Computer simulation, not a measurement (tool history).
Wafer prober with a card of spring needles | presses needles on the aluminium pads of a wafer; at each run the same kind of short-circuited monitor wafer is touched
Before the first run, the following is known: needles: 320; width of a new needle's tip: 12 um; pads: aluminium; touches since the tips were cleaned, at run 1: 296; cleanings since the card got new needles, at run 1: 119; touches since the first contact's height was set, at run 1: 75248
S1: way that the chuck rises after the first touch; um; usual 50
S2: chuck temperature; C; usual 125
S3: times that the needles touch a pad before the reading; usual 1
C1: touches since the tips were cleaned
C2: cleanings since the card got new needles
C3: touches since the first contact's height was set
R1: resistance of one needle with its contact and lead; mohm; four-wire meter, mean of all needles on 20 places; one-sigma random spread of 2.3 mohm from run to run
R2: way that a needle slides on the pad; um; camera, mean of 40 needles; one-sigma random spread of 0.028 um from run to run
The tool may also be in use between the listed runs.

run    hour  S1   S2  S3    C1   C2      C3   R1     R2
  1     0.0  50  125   1   296  119   75248  275   7.96
       12.5  -- tips cleaned on abrasive film
       28.0  -- tips cleaned on abrasive film
       43.5  -- tips cleaned on abrasive film
  2    51.0  50  125   1  3146  122   96486  384   7.82
       57.3  -- tips cleaned on abrasive film
       72.9  -- tips cleaned on abrasive film
       88.4  -- tips cleaned on abrasive film
  3    96.1  50  125   1  3222  125  115216  391   7.81
      102.4  -- tips cleaned on abrasive film
      117.9  -- tips cleaned on abrasive film
      130.4  -- tips cleaned on abrasive film
  4   137.4  50  125   1  2938  128  132368  377   7.69
      143.7  -- tips cleaned on abrasive film
      159.2  -- tips cleaned on abrasive film
      174.7  -- tips cleaned on abrasive film
      190.3  -- tips cleaned on abrasive film
  5   194.0  50   55   1  1560  132  155895  353   7.66
      203.4  -- tips cleaned on abrasive film
      215.8  -- tips cleaned on abrasive film
      222.3  -- height of the first contact set anew
      231.6  -- tips cleaned on abrasive film
      247.2  -- tips cleaned on abrasive film
  6   251.6  50   55   1  1867  136   12204  340   8.17
      261.0  -- tips cleaned on abrasive film
      276.6  -- tips cleaned on abrasive film
      292.1  -- tips cleaned on abrasive film
      307.6  -- tips cleaned on abrasive film
      320.1  -- tips cleaned on abrasive film
  7   321.4  50   55   1   550  141   41184  287   8.11
      333.8  -- tips cleaned on abrasive film
      349.4  -- tips cleaned on abrasive film
  8   359.9  50   55   1  4381  143   57196  411   8.02
      363.0  -- tips cleaned on abrasive film
      375.5  -- tips cleaned on abrasive film
      391.0  -- tips cleaned on abrasive film
  9   403.1  50   29   1  5044  146   75163  423   7.99
      406.3  -- tips cleaned on abrasive film, once more
      421.8  -- tips cleaned on abrasive film
      437.4  -- tips cleaned on abrasive film
 10   442.0  50   29   1  1960  149   91339  358   7.93
      451.4  -- tips cleaned on abrasive film
      466.9  -- tips cleaned on abrasive film
      482.5  -- tips cleaned on abrasive film
      498.0  -- tips cleaned on abrasive film
      513.6  -- tips cleaned on abrasive film
 11   515.2  50   29   1   702  154  121763  298   7.78
      527.7  -- tips cleaned on abrasive film
      543.2  -- tips cleaned on abrasive film
      558.8  -- tips cleaned on abrasive film
      574.3  -- tips cleaned on abrasive film
 12   580.2  50   29   1  2469  158  148785  388   7.76
      589.6  -- tips cleaned on abrasive film
      605.1  -- tips cleaned on abrasive film
      620.6  -- tips cleaned on abrasive film
      624.0  -- height of the first contact set anew
      636.5  -- tips cleaned on abrasive film
      650.1  -- tips cleaned on abrasive film
 13   650.1  50   29   1     0  163   10827  249   8.19
      665.6  -- tips cleaned on abrasive film
      681.1  -- tips cleaned on abrasive film
 14   690.8  50   29   1  4032  165   27766  403   8.09
      694.0  -- tips cleaned on abrasive film
      709.5  -- tips cleaned on abrasive film
      725.0  -- tips cleaned on abrasive film
      740.6  -- tips cleaned on abrasive film
 15   750.5  50   29   1  4150  169   52593  419   8.10
      753.7  -- tips cleaned on abrasive film
      769.2  -- tips cleaned on abrasive film
      781.7  -- tips cleaned on abrasive film
 16   790.1  31   29   2  3520  172   69035  503   4.81
      796.3  -- tips cleaned on abrasive film
      811.9  -- tips cleaned on abrasive film
      827.4  -- tips cleaned on abrasive film
      842.9  -- tips cleaned on abrasive film
 17   853.1  70   29   1  4253  176   95247  326  11.15
      856.3  -- tips cleaned on abrasive film
      871.8  -- tips cleaned on abrasive film
      884.3  -- tips cleaned on abrasive film
      899.8  -- tips cleaned on abrasive film
      912.3  -- tips cleaned on abrasive film
 18   915.1  70   33   1  1166  181  120967  279  11.12
      927.5  -- tips cleaned on abrasive film
      943.1  -- tips cleaned on abrasive film
 19   947.1  50   38   1  1707  183  134306  366   7.79
      956.5  -- tips cleaned on abrasive film
      972.0  -- tips cleaned on abrasive film
      987.6  -- tips cleaned on abrasive film
     1003.1  -- tips cleaned on abrasive film
 20  1013.1  41   97   1  4204  187  161763  554   6.25
     1016.3  -- tips cleaned on abrasive film
     1025.9  -- height of the first contact set anew
     1029.1  -- tips cleaned on abrasive film
     1044.6  -- tips cleaned on abrasive film
     1060.2  -- tips cleaned on abrasive film
     1072.6  -- tips cleaned on abrasive film
 21  1081.1  41   97   1  3575  192   22960  499   6.63
     1087.4  -- tips cleaned on abrasive film
     1103.0  -- tips cleaned on abrasive film
     1118.5  -- tips cleaned on abrasive film
     1134.0  -- tips cleaned on abrasive film
     1147.8  -- tips cleaned on abrasive film
 22  1147.8  50  125   2     0  197   50662  281   8.04
     1163.4  -- tips cleaned on abrasive film
     1178.9  -- tips cleaned on abrasive film
 23  1186.2  50  125   2  3046  199   66628  359   7.97
     1192.5  -- tips cleaned on abrasive film
     1208.0  -- tips cleaned on abrasive film
     1220.5  -- tips cleaned on abrasive film
     1236.0  -- tips cleaned on abrasive film
 24  1247.4  50  125   2  4775  203   92081  372   7.93
     1250.6  -- tips cleaned on abrasive film
     1266.1  -- tips cleaned on abrasive film
     1281.7  -- tips cleaned on abrasive film
 25  1283.2  39  125   2   650  206  106946  334   6.03

Some steps in R1, run to run, broken into two amounts with sign: the step expected even without the hidden condition (settings, incoming material, random variation), and the rest, left for the hidden condition together with whatever gauge scatter is not in both the measured and the hidden-condition-free result:
Hidden state at play: debris on the tips, nm; way that the needles fall short of the set height, um; tips' diameter, um; drift of the gauge itself on contact_mohm, %; drift of the gauge itself on scrub_um, %.
Run 19 -> 20: S1 50 -> 41, S2 38 -> 97, tips cleaned on abrasive film, tips cleaned on abrasive film, tips cleaned on abrasive film, tips cleaned on abrasive film. R1 +188 mohm: hidden state +170, all else +18.
Run 21 -> 22: S1 41 -> 50, S2 97 -> 125, S3 1 -> 2, tips cleaned on abrasive film, tips cleaned on abrasive film, tips cleaned on abrasive film, tips cleaned on abrasive film, tips cleaned on abrasive film. R1 -218 mohm: hidden state -222, all else +4.
